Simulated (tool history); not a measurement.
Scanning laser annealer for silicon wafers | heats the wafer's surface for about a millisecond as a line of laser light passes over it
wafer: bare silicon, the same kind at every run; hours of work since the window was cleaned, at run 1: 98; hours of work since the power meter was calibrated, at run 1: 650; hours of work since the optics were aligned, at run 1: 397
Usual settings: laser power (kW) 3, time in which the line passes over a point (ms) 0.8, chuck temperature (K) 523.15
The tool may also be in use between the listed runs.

run,hour,laser power (kW),time in which the line passes over a point (ms),chuck temperature (K),hours of work since the window was cleaned,hours of work since the power meter was calibrated,hours of work since the optics were aligned,highest temperature of the surface (K)
1,0,3,0.8,523.15,98,650,397,1222.15
2,25.2,3,0.8,523.15,112,664,411,1219.15
3,52.8,3,0.8,523.15,128,679,426,1221.15
4,81.8,3,0.8,523.15,144,695,442,1221.15
5,110.3,3,0.8,523.15,159,711,458,1219.15
6,126,3,0.8,523.15,168,719,467,1214.15
7,140.2,3,0.8,500.15,176,727,474,1194.15
8,165.9,3,0.8,500.15,190,741,489,1188.15
9,192.3,3,0.8,500.15,205,756,503,1188.15
10,209,3,0.8,500.15,214,765,513,1185.15
# hour 212.3: window over the wafer cleaned
11,229.9,3,0.8,500.15,10,776,523,1182.15
12,245.2,3,0.8,500.15,18,784,531,1183.15
# hour 268.6: window over the wafer cleaned, once more
13,276.7,3,0.8,522.15,4,801,548,1229.15
14,296.1,3,0.769,523.15,15,811,558,1217.15
15,309.1,3,0.8,523.15,22,818,566,1228.15
16,325.7,3,0.8,523.15,32,828,575,1230.15
17,351.3,2.913,0.893,512.15,46,842,589,1229.15
18,378.2,2.595,0.72,489.15,61,857,604,1051.15
19,403.4,2.595,0.72,489.15,75,871,618,1051.15
20,422.7,2.699,0.83,489.15,85,881,629,1115.15
21,441.3,2.699,0.83,489.15,96,892,639,1115.15
22,455.3,2.696,0.83,528.15,103,899,647,1154.15
23,481.4,2.598,0.677,523.15,118,914,661,1061.15
24,503.2,2.941,0.842,496.15,130,926,673,1191.15
25,531.3,2.896,0.794,489.15,145,942,689,1149.15
26,555.8,2.896,0.794,489.15,159,955,702,1149.15
27,568.1,3.251,0.641,510.15,166,962,709,1193.15
28,593.4,2.766,0.576,523.15,180,976,723,1056.15
29,621.7,2.689,0.576,523.15,195,992,739,1034.15

4 ways to go on from here, each from the tool as it stands after run 29. What would each give?
A,644.4,3,0.673,494.15,208,1004,751,?
B,644.4,2.624,0.605,523.15,208,1004,751,?
C,644.4,3.053,0.609,547.15,208,1004,751,?
D,644.4,3.08,0.576,523.15,208,1004,751,?

run,highest temperature of the surface (K)
A,1122.15
B,1033.15
C,1156.15
D,1124.15
Without the tool's hidden state the same runs would have given:
run,highest temperature of the surface (K)
A,1149.15
B,1056.15
C,1182.15
D,1151.15
